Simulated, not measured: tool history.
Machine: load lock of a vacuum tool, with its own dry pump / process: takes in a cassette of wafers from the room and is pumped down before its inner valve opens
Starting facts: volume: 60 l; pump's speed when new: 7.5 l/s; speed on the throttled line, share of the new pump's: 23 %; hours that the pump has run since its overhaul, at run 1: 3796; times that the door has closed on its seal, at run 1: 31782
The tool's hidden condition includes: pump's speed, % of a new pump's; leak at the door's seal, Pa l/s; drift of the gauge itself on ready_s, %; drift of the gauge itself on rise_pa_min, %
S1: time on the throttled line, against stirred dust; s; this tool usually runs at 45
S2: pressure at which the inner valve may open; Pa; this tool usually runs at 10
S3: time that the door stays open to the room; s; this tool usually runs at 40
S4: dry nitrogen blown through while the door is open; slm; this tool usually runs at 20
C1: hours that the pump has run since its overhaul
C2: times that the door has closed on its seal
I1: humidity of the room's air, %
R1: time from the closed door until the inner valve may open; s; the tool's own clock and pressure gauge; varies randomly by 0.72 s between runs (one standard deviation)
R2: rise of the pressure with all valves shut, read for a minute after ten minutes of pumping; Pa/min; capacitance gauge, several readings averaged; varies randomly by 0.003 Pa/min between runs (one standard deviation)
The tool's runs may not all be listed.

run,hour,S1,S2,S3,S4,C1,C2,I1,R1,R2
1,0.0,45,10,40,20,3796,31782,48.8,113.2,0.228
2,105.4,45,10,40,20,3901,32088,45.7,113.1,0.233
3,287.9,45,10,40,20,4084,32617,42.9,115.2,0.241
4,436.6,45,10,40,20,4232,33048,41.6,114.0,0.242
5,559.0,45,10,142,20,4355,33403,44.6,115.6,0.252
6,685.9,45,10,142,20,4482,33771,46.7,113.8,0.261
7,854.6,45,10,142,20,4650,34260,45.0,116.2,0.265
8,967.0,45,10,138,20,4763,34586,43.6,115.2,0.269
9,1091.8,45,10,138,20,4888,34948,45.2,115.8,0.273
10,1297.5,45,10,138,20,5093,35545,40.7,115.4,0.269
11,1481.1,45,10,138,20,5277,36077,45.4,116.2,0.287
12,1688.4,45,10,138,20,5484,36679,44.3,116.2,0.292
13,1894.0,45,10,138,20,5690,37275,44.4,117.2,0.290
14,2090.8,45,10,138,27,5887,37845,46.5,117.3,0.306
15,2221.3,45,10,138,27,6017,38224,44.0,116.0,0.301
16,2452.9,45,10,138,27,6249,38895,45.9,118.2,0.318
17,2674.0,45,10,138,27,6470,39537,46.7,117.3,0.328
18,2891.2,45,7,40,20,6687,40166,45.9,120.1,0.320
19,3096.4,45,7,40,20,6892,40762,44.7,121.2,0.328
20,3263.5,52,10,40,20,7059,41246,43.8,122.0,0.342
21,3442.4,34,10,192,20,7238,41765,42.8,109.9,0.363
# hour 3597.0: door's seal changed, seat wiped
22,3639.2,34,10,76,29,7433,122,44.3,109.6,0.017
23,3767.3,45,10,40,4,7562,494,41.7,119.1,0.034
24,3963.5,45,10,107,17,7758,1063,43.7,119.3,0.027
25,4102.0,29,9,186,11,7896,1464,45.2,108.0,0.042
26,4209.1,41,13,215,5,8003,1775,48.3,113.6,0.068
27,4356.1,41,13,39,39,8150,2201,45.6,114.0,0.014
28,4577.6,32,10,30,17,8372,2844,46.5,110.2,0.028
29,4711.6,65,14,40,20,8506,3232,45.0,132.2,0.025
30,4828.5,65,10,40,20,8623,3571,44.8,133.9,0.027
31,4968.3,45,10,57,18,8763,3977,46.3,119.5,0.034
32,5185.4,45,10,57,18,8980,4606,48.3,120.0,0.030
33,5352.9,45,10,57,18,9147,5092,48.6,119.9,0.035
34,5484.3,45,12,57,16,9279,5473,47.7,118.1,0.036
35,5673.5,43,10,82,17,9468,6022,46.6,119.5,0.046
36,5881.2,45,9,214,20,9675,6624,47.2,121.0,0.045
37,6004.7,45,9,214,20,9799,6982,44.9,123.8,0.043

Below, each run's measurement less what the same run would have read without the hidden state. Both values contain the same run-to-run variation, but the gauge's scatter may not be the same in both:
run,R1,R2
1,+4.7,+0.212
2,+4.9,+0.216
3,+5.3,+0.225
4,+5.5,+0.226
5,+5.7,+0.231
6,+5.7,+0.235
7,+6.0,+0.241
8,+6.1,+0.243
9,+6.3,+0.250
10,+6.5,+0.251
11,+6.7,+0.260
12,+6.9,+0.267
13,+7.1,+0.270
14,+7.4,+0.281
15,+7.5,+0.282
16,+7.8,+0.295
17,+8.1,+0.303
18,+8.8,+0.307
19,+9.2,+0.318
20,+8.6,+0.326
21,+9.4,+0.331
22,+9.4,+0.000
23,+9.4,+0.001
24,+9.7,+0.002
25,+10.4,+0.004
26,+9.7,+0.004
27,+9.8,+0.006
28,+10.8,+0.008
29,+9.3,+0.009
30,+9.9,+0.010
31,+11.0,+0.011
32,+11.3,+0.013
33,+11.4,+0.015
34,+11.3,+0.017
35,+12.0,+0.018
36,+12.3,+0.020
37,+12.6,+0.023

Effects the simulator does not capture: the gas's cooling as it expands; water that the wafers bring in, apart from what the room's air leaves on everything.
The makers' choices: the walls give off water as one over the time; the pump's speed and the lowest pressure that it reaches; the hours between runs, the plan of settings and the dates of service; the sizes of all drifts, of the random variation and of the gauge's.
